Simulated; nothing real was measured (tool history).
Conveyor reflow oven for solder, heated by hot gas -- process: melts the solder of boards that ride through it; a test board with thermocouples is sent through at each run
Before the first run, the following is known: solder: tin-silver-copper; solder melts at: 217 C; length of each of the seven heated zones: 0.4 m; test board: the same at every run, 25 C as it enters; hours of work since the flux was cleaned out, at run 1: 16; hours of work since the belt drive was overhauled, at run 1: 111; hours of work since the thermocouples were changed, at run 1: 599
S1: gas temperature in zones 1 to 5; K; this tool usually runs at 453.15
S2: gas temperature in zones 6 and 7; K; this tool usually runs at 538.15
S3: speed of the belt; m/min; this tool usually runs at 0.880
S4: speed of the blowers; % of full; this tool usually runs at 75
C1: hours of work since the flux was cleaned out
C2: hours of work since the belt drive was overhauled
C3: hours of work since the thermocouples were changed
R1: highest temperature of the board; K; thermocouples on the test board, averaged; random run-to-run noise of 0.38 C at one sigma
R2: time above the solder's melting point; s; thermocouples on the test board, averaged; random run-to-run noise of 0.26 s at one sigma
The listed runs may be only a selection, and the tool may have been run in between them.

Run 1, hour 0.0: usual settings; C1 16; C2 111; C3 599. Result: R1 524.55 K, R2 42.3 s.
Run 2, hour 9.7: usual settings; C1 20; C2 116; C3 603. Result: R1 524.25 K, R2 42.8 s.
Run 3, hour 16.1: usual settings; C1 23; C2 119; C3 606. Result: R1 525.45 K, R2 42.6 s.
Run 4, hour 21.3: usual settings; C1 26; C2 121; C3 609. Result: R1 524.95 K, R2 43.0 s.
Run 5, hour 27.8: usual settings; C1 29; C2 124; C3 612. Result: R1 525.15 K, R2 42.5 s.
Run 6, hour 33.8: usual settings; C1 32; C2 127; C3 614. Result: R1 524.05 K, R2 42.4 s.
Run 7, hour 39.2: usual settings; C1 34; C2 130; C3 617. Result: R1 524.65 K, R2 42.6 s.
Run 8, hour 46.6: usual settings; C1 37; C2 133; C3 620. Result: R1 525.05 K, R2 42.5 s.
Run 9, hour 55.4: usual settings; C1 42; C2 137; C3 625. Result: R1 524.75 K, R2 42.9 s.
Run 10, hour 64.0: usual settings; C1 46; C2 141; C3 629. Result: R1 525.15 K, R2 42.6 s.
Run 11, hour 74.0: usual settings but S3 0.938 m/min; C1 50; C2 146; C3 633. Result: R1 523.25 K, R2 38.8 s.
Run 12, hour 81.2: usual settings but S1 454.15 K, S3 0.938 m/min; C1 54; C2 149; C3 637. Result: R1 522.65 K, R2 39.5 s.
Run 13, hour 87.8: usual settings; C1 57; C2 152; C3 640. Result: R1 524.35 K, R2 42.4 s.
Run 14, hour 92.7: usual settings; C1 59; C2 155; C3 642. Result: R1 524.65 K, R2 42.7 s.
Run 15, hour 100.0: usual settings; C1 62; C2 158; C3 645. Result: R1 525.25 K, R2 42.7 s.
Run 16, hour 109.2: usual settings; C1 67; C2 162; C3 650. Result: R1 524.85 K, R2 42.1 s.
Run 17, hour 119.4: usual settings but S2 539.15 K; C1 71; C2 167; C3 654. Result: R1 524.95 K, R2 43.1 s.
Run 18, hour 126.4: usual settings but S3 0.776 m/min, S4 55 % of full; C1 75; C2 170; C3 658. Result: R1 523.15 K, R2 47.1 s.
Run 19, hour 135.2: usual settings but S1 440.15 K; C1 79; C2 174; C3 662. Result: R1 522.85 K, R2 38.1 s.
Run 20, hour 145.4: usual settings but S1 447.15 K, S2 545.15 K; C1 83; C2 179; C3 666. Result: R1 529.95 K, R2 43.2 s.
Run 21, hour 150.4: usual settings but S1 458.15 K, S2 545.15 K, S3 1.012 m/min; C1 86; C2 181; C3 669. Result: R1 526.95 K, R2 38.7 s.
Run 22, hour 155.9: usual settings but S3 0.872 m/min; C1 88; C2 184; C3 671. Result: R1 524.55 K, R2 43.1 s.
Run 23, hour 160.9: usual settings but S1 451.15 K; C1 91; C2 186; C3 674. Result: R1 523.55 K, R2 41.1 s.
Run 24, hour 170.3: usual settings but S1 451.15 K; C1 95; C2 191; C3 678. Result: R1 523.65 K, R2 41.9 s.
Run 25, hour 176.1: usual settings but S1 461.15 K, S2 528.15 K, S3 0.869 m/min, S4 67 % of full; C1 98; C2 193; C3 681. Result: R1 514.65 K, R2 40.2 s.
Run 26, hour 180.3: usual settings but S1 461.15 K, S2 528.15 K, S3 0.869 m/min, S4 67 % of full; C1 100; C2 195; C3 683. Result: R1 515.45 K, R2 40.3 s.
Run 27, hour 189.0: usual settings but S1 461.15 K, S2 537.15 K, S3 0.869 m/min, S4 67 % of full; C1 104; C2 199; C3 687. Result: R1 523.35 K, R2 44.7 s.
Run 28, hour 194.4: usual settings but S2 549.15 K, S3 0.822 m/min; C1 106; C2 202; C3 689. Result: R1 535.05 K, R2 50.9 s.
Run 29, hour 201.0: usual settings but S1 447.15 K, S2 545.15 K; C1 109; C2 205; C3 692. Result: R1 529.25 K, R2 43.1 s.
Run 30, hour 208.3: usual settings but S1 467.15 K, S2 532.15 K, S3 0.876 m/min; C1 113; C2 208; C3 696. Result: R1 521.55 K, R2 45.3 s.
Run 31, hour 216.0: usual settings but S1 467.15 K, S2 532.15 K, S3 0.876 m/min; C1 116; C2 212; C3 699. Result: R1 521.05 K, R2 45.9 s.
Run 32, hour 225.0: usual settings but S1 451.15 K; C1 121; C2 216; C3 704. Result: R1 523.35 K, R2 41.3 s.

Below are 3 alternative next runs, each starting from the tool's condition after run 32. Predict each:
Run A, hour 230.4: usual settings but S1 456.15 K, S4 78 % of full; C1 123; C2 219; C3 706. Result: R1 ?, R2 ?.
Run B, hour 230.4: usual settings but S1 451.15 K, S2 546.15 K; C1 123; C2 219; C3 706. Result: R1 ?, R2 ?.
Run C, hour 230.4: usual settings but S3 0.757 m/min; C1 123; C2 219; C3 706. Result: R1 ?, R2 ?.

run      R1    R2
  A  524.35  43.8
  B  530.85  44.4
  C  527.25  51.7
Stripped of hidden state, with their random variation kept, the same runs would have yielded:
run      R1    R2
  A  526.65  44.9
  B  533.15  45.4
  C  529.35  52.7

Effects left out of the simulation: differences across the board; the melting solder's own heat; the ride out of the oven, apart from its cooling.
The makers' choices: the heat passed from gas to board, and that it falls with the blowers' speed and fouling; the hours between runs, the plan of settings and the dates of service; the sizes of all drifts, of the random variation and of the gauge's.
